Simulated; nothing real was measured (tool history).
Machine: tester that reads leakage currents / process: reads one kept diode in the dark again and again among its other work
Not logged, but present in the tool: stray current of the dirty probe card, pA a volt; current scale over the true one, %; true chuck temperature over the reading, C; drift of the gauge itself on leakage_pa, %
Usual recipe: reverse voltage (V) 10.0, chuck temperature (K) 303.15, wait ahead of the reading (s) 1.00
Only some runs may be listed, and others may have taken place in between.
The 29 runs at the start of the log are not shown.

run,hour,reverse voltage (V),chuck temperature (K),wait ahead of the reading (s),hours of work since the probe card was cleaned,hours of work since the tester was calibrated,hours of work since the chuck was calibrated,current that the tester gives (pA)
30,1066.8,1.4,293.15,7.22,523,798,27,57.55
31,1092.5,1.4,293.15,7.22,538,813,43,57.58
32,1139.0,1.4,293.15,7.22,566,841,70,57.27
33,1179.4,7.4,295.15,6.28,590,865,95,150.94
34,1215.5,15.3,303.15,4.74,612,887,116,411.75
35,1247.8,15.3,303.15,4.74,631,906,136,410.72
36,1286.1,1.7,325.15,1.00,654,929,159,744.67
37,1310.9,6.8,305.15,1.20,669,944,173,324.21
38,1354.4,10.0,313.15,1.01,695,970,199,721.43
39,1399.2,10.0,293.15,5.75,722,997,226,145.10

Forecast each of these 3 alternatives for the next run:
A,1425.1,3.8,298.15,1.28,738,1012,242,?
B,1425.1,1.9,328.15,8.37,738,1012,242,?
C,1425.1,3.9,303.15,5.05,738,1012,242,?

run,current that the tester gives (pA)
A,137.39
B,957.17
C,207.88
With the hidden condition removed and each run's random variation left untouched, the same runs would have given:
run,current that the tester gives (pA)
A,142.85
B,998.43
C,216.73

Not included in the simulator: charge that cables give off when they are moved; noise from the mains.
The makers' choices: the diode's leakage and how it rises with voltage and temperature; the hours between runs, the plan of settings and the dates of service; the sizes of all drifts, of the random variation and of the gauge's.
